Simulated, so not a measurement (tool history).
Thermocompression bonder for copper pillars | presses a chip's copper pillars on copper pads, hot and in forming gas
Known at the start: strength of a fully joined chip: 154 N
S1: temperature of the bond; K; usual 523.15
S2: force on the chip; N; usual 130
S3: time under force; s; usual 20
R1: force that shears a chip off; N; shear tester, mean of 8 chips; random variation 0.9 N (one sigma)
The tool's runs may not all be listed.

run     day      S1   S2  S3     R1
  1   0.000  523.15  130  20   67.0
  2   2.062  503.15  130  20   49.3
  3   3.229  503.15  130  48   68.3
  4   4.538  503.15  130  48   65.5
  5   5.600  523.15  130  20   61.9
  6   6.475  523.15  130  20   60.1
      7.012  -- forming gas filter changed
  7   7.583  523.15  130  19   66.9
  8   9.667  523.15  130  19   65.4
  9  10.754  523.15  130  19   62.1
 10  11.646  523.15  130  20   63.5
 11  13.729  523.15  130  20   60.7
 12  14.904  523.15  176  21   75.8
 13  16.208  523.15  139  20   62.5
     16.475  -- heater calibrated with a thermocouple chip
     17.388  -- forming gas filter changed
 14  18.288  533.15  101  13   46.8
 15  19.196  552.15  184  21  103.9
 16  21.267  529.15  143  20   66.1
 17  22.867  512.15  130  20   46.0
 18  23.988  512.15  130  20   45.8

The next listed run, before its measurement:
     24.575  -- heater calibrated with a thermocouple chip, once more
 19  26.217  527.15  114  30   ?

{"run 19": {"R1": 74.4}}
Without the tool's hidden state the same run would have given R1 81.5 N.
